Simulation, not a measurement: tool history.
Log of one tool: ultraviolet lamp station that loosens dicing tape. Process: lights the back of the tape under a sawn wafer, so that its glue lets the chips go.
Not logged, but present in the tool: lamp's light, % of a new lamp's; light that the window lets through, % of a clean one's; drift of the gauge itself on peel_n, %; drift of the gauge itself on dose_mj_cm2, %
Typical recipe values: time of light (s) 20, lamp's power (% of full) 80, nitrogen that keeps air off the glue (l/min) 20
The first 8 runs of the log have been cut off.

run,hour,time of light (s),lamp's power (% of full),nitrogen that keeps air off the glue (l/min),hours of work of the lamp,hours of work since the window was cleaned,force that peels the tape off (N),light that reached the tape (mJ/cm²)
9,78.5,17,64,20,179,345,1.613,194
10,86.8,17,64,20,184,350,1.637,194
11,97.5,17,64,22,190,357,1.57,196
12,106.3,17,64,22,195,362,1.508,195
13,122.4,17,80,20,205,371,1.091,242
14,139.3,20,80,18,215,382,0.863,283
15,153.1,20,80,18,223,390,0.857,279
16,170.3,20,80,20,234,400,0.774,277
17,179.8,20,80,20,239,406,0.807,279
18,196.4,20,80,25,249,416,0.704,275
19,205.8,20,80,24,255,421,0.702,276
20,213.8,20,80,24,260,426,0.723,273
21,224.3,20,80,24,266,432,0.731,273
22,232.9,20,80,24,271,437,0.748,275
23,246.5,20,80,24,279,446,0.714,274

Run 24 comes next. What will it give?
24,257.6,20,87,13,286,452,?,?

force that peels the tape off (N): 0.958
light that reached the tape (mJ/cm²): 301
On a tool with no hidden condition, and with the same random variation, this run would have come out at force that peels the tape off (N) 0.673, light that reached the tape (mJ/cm²) 352.
